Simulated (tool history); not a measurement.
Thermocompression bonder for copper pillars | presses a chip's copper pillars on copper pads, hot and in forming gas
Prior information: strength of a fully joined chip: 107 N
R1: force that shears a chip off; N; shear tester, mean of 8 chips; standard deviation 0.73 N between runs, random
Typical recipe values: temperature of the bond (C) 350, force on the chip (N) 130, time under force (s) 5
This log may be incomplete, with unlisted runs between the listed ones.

{"run": 1, "hour": 0.0, "temperature of the bond (C)": 350, "force on the chip (N)": 130, "time under force (s)": 5, "R1": 53.6}
{"run": 2, "hour": 4.8, "temperature of the bond (C)": 350, "force on the chip (N)": 130, "time under force (s)": 5, "R1": 53.3}
{"run": 3, "hour": 9.6, "temperature of the bond (C)": 350, "force on the chip (N)": 130, "time under force (s)": 5, "R1": 53.3}
{"run": 4, "hour": 17.8, "temperature of the bond (C)": 350, "force on the chip (N)": 130, "time under force (s)": 5, "R1": 53.1}
{"run": 5, "hour": 23.4, "temperature of the bond (C)": 350, "force on the chip (N)": 130, "time under force (s)": 5, "R1": 54.7}
{"run": 6, "hour": 30.7, "temperature of the bond (C)": 350, "force on the chip (N)": 130, "time under force (s)": 5, "R1": 53.8}
{"run": 7, "hour": 41.1, "temperature of the bond (C)": 350, "force on the chip (N)": 130, "time under force (s)": 5, "R1": 53.4}
{"run": 8, "hour": 47.6, "temperature of the bond (C)": 350, "force on the chip (N)": 86, "time under force (s)": 5, "R1": 34.9}
{"run": 9, "hour": 54.0, "temperature of the bond (C)": 350, "force on the chip (N)": 86, "time under force (s)": 5, "R1": 35.1}
{"run": 10, "hour": 63.8, "temperature of the bond (C)": 349, "force on the chip (N)": 130, "time under force (s)": 5, "R1": 53.6}
{"run": 11, "hour": 74.1, "temperature of the bond (C)": 349, "force on the chip (N)": 130, "time under force (s)": 5, "R1": 52.7}
{"run": 12, "hour": 82.5, "temperature of the bond (C)": 349, "force on the chip (N)": 130, "time under force (s)": 5, "R1": 53.5}
{"run": 13, "hour": 88.9, "temperature of the bond (C)": 349, "force on the chip (N)": 130, "time under force (s)": 5, "R1": 52.7}
{"run": 14, "hour": 93.3, "temperature of the bond (C)": 349, "force on the chip (N)": 130, "time under force (s)": 5, "R1": 52.9}
{"run": 15, "hour": 102.7, "temperature of the bond (C)": 349, "force on the chip (N)": 130, "time under force (s)": 5, "R1": 54.5}
{"run": 16, "hour": 107.9, "temperature of the bond (C)": 350, "force on the chip (N)": 102, "time under force (s)": 5, "R1": 43.2}
{"run": 17, "hour": 114.1, "temperature of the bond (C)": 350, "force on the chip (N)": 93, "time under force (s)": 5, "R1": 39}
{"run": 18, "hour": 124.0, "temperature of the bond (C)": 350, "force on the chip (N)": 96, "time under force (s)": 12, "R1": 55.9}
{"run": 19, "hour": 130.4, "temperature of the bond (C)": 375, "force on the chip (N)": 130, "time under force (s)": 3, "R1": 51.9}
{"run": 20, "hour": 139.8, "temperature of the bond (C)": 368, "force on the chip (N)": 98, "time under force (s)": 11, "R1": 58.8}
{"run": 21, "hour": 148.9, "temperature of the bond (C)": 368, "force on the chip (N)": 98, "time under force (s)": 11, "R1": 60.7}
{"run": 22, "hour": 154.2, "temperature of the bond (C)": 368, "force on the chip (N)": 98, "time under force (s)": 11, "R1": 61.8}
{"run": 23, "hour": 161.7, "temperature of the bond (C)": 349, "force on the chip (N)": 79, "time under force (s)": 9, "R1": 41.4}
{"run": 24, "hour": 168.5, "temperature of the bond (C)": 350, "force on the chip (N)": 130, "time under force (s)": 11, "R1": 67.9}
{"run": 25, "hour": 175.5, "temperature of the bond (C)": 377, "force on the chip (N)": 93, "time under force (s)": 11, "R1": 61.4}
{"run": 26, "hour": 186.4, "temperature of the bond (C)": 350, "force on the chip (N)": 130, "time under force (s)": 4, "R1": 48.9}
{"run": 27, "hour": 191.6, "temperature of the bond (C)": 372, "force on the chip (N)": 116, "time under force (s)": 12, "R1": 71.5}
{"run": 28, "hour": 200.4, "temperature of the bond (C)": 351, "force on the chip (N)": 98, "time under force (s)": 15, "R1": 64.2}
{"run": 29, "hour": 210.9, "temperature of the bond (C)": 351, "force on the chip (N)": 169, "time under force (s)": 13, "R1": 86.5}
{"run": 30, "hour": 220.0, "temperature of the bond (C)": 351, "force on the chip (N)": 169, "time under force (s)": 13, "R1": 86.3}
{"run": 31, "hour": 230.5, "temperature of the bond (C)": 351, "force on the chip (N)": 169, "time under force (s)": 13, "R1": 88}

Removed from this log: 1 entry logged between the listed runs. Between which two listed runs does each belong, and how does the tool's hidden state at the listed run before it compare with that at the listed run after it?
Logged between run 27 and run 28: forming gas filter changed (hour 192.7)
  true temperature of the bond over the reading, C: 7.8 -> 7.9; force that reaches the chip, % of what is set: 102.5 -> 102.6; oxide that the forming gas leaves, % of the face: 5.54 -> 0.66
  what was measured, less what the result would be without the hidden state, R1: +0 -> +3.9 N

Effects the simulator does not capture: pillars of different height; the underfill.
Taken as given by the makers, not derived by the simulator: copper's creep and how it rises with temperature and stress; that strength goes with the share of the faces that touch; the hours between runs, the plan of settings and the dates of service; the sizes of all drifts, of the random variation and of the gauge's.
